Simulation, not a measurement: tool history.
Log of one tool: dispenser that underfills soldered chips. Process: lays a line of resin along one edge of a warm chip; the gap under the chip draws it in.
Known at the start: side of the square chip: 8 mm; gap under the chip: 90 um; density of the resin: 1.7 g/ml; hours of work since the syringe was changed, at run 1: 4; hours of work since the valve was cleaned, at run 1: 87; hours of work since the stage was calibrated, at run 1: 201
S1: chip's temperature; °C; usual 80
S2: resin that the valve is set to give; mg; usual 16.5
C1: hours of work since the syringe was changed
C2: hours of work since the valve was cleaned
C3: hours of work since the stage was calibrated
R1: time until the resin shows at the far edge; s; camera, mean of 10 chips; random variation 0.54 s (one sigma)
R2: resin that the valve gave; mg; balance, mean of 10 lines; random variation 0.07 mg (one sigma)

| run | hour | S1 | S2 | C1 | C2 | C3 | R1 | R2 |
|---|---|---|---|---|---|---|---|---|
| 1 | 0 | 80 | 16.5 | 4 | 87 | 201 | 65 | 15.61 |
|  | 4.6 | new syringe of resin |
| 2 | 7.3 | 82 | 16.5 | 2 | 92 | 207 | 50.5 | 15.44 |
|  | 14.3 | new syringe of resin |
| 3 | 14.3 | 95 | 16.5 | 0 | 97 | 212 | 23.6 | 15.46 |
| 4 | 21.1 | 95 | 16.5 | 5 | 103 | 217 | 35.6 | 15.37 |
|  | 24 | new syringe of resin |
| 5 | 26.8 | 95 | 16.5 | 2 | 107 | 221 | 27.7 | 15.34 |
|  | 32.2 | dispensing valve cleaned and set on the balance |
| 6 | 33.1 | 73 | 16.5 | 6 | 1 | 225 | 109.7 | 16.43 |
|  | 34.6 | new syringe of resin |
| 7 | 38.8 | 73 | 16.5 | 3 | 5 | 230 | 86.5 | 16.32 |
| 8 | 42.5 | 73 | 16.5 | 6 | 8 | 232 | 110.6 | 16.5 |
|  | 43.9 | new syringe of resin |
| 9 | 46.6 | 73 | 16 | 2 | 11 | 235 | 79 | 15.83 |
| 10 | 50.4 | 80 | 16.5 | 5 | 14 | 238 | 69.8 | 16.35 |
|  | 53.5 | new syringe of resin |
| 11 | 54.3 | 70 | 16.5 | 1 | 16 | 241 | 81.1 | 16.27 |
| 12 | 60.7 | 88 | 16.5 | 5 | 21 | 246 | 48.8 | 16.31 |
|  | 63.2 | new syringe of resin |
| 13 | 65.8 | 86 | 16.5 | 2 | 25 | 250 | 41.3 | 16.16 |
| 14 | 68.9 | 86 | 16.5 | 4 | 27 | 252 | 50.1 | 16.21 |
|  | 72.7 | new syringe of resin |
| 15 | 74.4 | 86 | 16.5 | 1 | 31 | 256 | 39.6 | 16.03 |
| 16 | 78.9 | 86 | 16.5 | 5 | 35 | 259 | 51.9 | 15.99 |
|  | 82 | new syringe of resin |
| 17 | 83.4 | 69 | 16.5 | 1 | 38 | 263 | 89.5 | 16.21 |
| 18 | 87.1 | 80 | 14.1 | 4 | 41 | 266 | 65 | 13.65 |
|  | 91.5 | new syringe of resin |
| 19 | 93.3 | 91 | 15.2 | 1 | 45 | 270 | 31.7 | 14.67 |
| 20 | 97.2 | 79 | 19.7 | 4 | 48 | 273 | 70.1 | 19.08 |
|  | 101.1 | new syringe of resin |
| 21 | 102.6 | 79 | 19.7 | 1 | 52 | 277 | 53.6 | 18.94 |
| 22 | 107.9 | 79 | 19.7 | 5 | 56 | 281 | 74.7 | 18.88 |
|  | 110.5 | new syringe of resin |
| 23 | 114.5 | 79 | 19.7 | 3 | 61 | 286 | 64.7 | 18.89 |
|  | 119.9 | new syringe of resin |
| 24 | 120.5 | 74 | 17.3 | 0 | 66 | 290 | 66.5 | 16.55 |
| 25 | 124.4 | 74 | 17.3 | 3 | 69 | 293 | 86 | 16.52 |
|  | 129.3 | new syringe of resin |
| 26 | 130.4 | 69 | 17.2 | 1 | 73 | 298 | 89.5 | 16.19 |
| 27 | 136.9 | 67 | 20.2 | 6 | 78 | 303 | 143.5 | 18.92 |
|  | 138.6 | new syringe of resin |
| 28 | 140.5 | 94 | 16.5 | 1 | 80 | 305 | 28.5 | 15.57 |
| 29 | 145.8 | 85 | 18.6 | 6 | 85 | 309 | 59.4 | 17.68 |
|  | 148.1 | new syringe of resin |
| 30 | 149.2 | 89 | 14.8 | 1 | 87 | 312 | 34.6 | 13.92 |
| 31 | 154.9 | 80 | 15.8 | 5 | 91 | 316 | 74.2 | 14.74 |
|  | 157.5 | new syringe of resin |
| 32 | 159.2 | 84 | 14.1 | 1 | 94 | 319 | 45.9 | 13.14 |
| 33 | 164.1 | 84 | 14.1 | 5 | 98 | 323 | 60.4 | 13.08 |
|  | 166.9 | new syringe of resin |
| 34 | 168.8 | 89 | 15.7 | 2 | 102 | 326 | 37.3 | 14.59 |
| 35 | 173.7 | 75 | 17.2 | 5 | 105 | 330 | 96.8 | 15.91 |

The same runs without the tool's hidden state, with the same run-to-run variation:
The hidden state here: resin's viscosity, % of fresh resin's; dose that the valve gives, % of what is set; true chip temperature over the reading, C; drift of the gauge itself on fill_s, %; drift of the gauge itself on given_mg, %.
| run | R1 | R2 |
|---|---|---|
| 1 | 44.9 | 16.58 |
| 2 | 40.5 | 16.46 |
| 3 | 22 | 16.55 |
| 4 | 22 | 16.51 |
| 5 | 22.3 | 16.52 |
| 6 | 63.8 | 16.48 |
| 7 | 62.4 | 16.42 |
| 8 | 63.8 | 16.63 |
| 9 | 63.7 | 15.98 |
| 10 | 44.8 | 16.54 |
| 11 | 72.8 | 16.49 |
| 12 | 30 | 16.58 |
| 13 | 32.7 | 16.47 |
| 14 | 33.1 | 16.55 |
| 15 | 33.2 | 16.41 |
| 16 | 33.4 | 16.42 |
| 17 | 77.9 | 16.68 |
| 18 | 45.5 | 14.08 |
| 19 | 26.6 | 15.17 |
| 20 | 46 | 19.77 |
| 21 | 45.8 | 19.68 |
| 22 | 46.2 | 19.68 |
| 23 | 46.6 | 19.75 |
| 24 | 58.6 | 17.36 |
| 25 | 60.1 | 17.36 |
| 26 | 78.4 | 17.07 |
| 27 | 85.3 | 20.02 |
| 28 | 23.1 | 16.5 |
| 29 | 35.3 | 18.79 |
| 30 | 29.7 | 14.82 |
| 31 | 45.1 | 15.75 |
| 32 | 38.2 | 14.07 |
| 33 | 37.5 | 14.04 |
| 34 | 29.4 | 15.71 |
| 35 | 56.6 | 17.17 |

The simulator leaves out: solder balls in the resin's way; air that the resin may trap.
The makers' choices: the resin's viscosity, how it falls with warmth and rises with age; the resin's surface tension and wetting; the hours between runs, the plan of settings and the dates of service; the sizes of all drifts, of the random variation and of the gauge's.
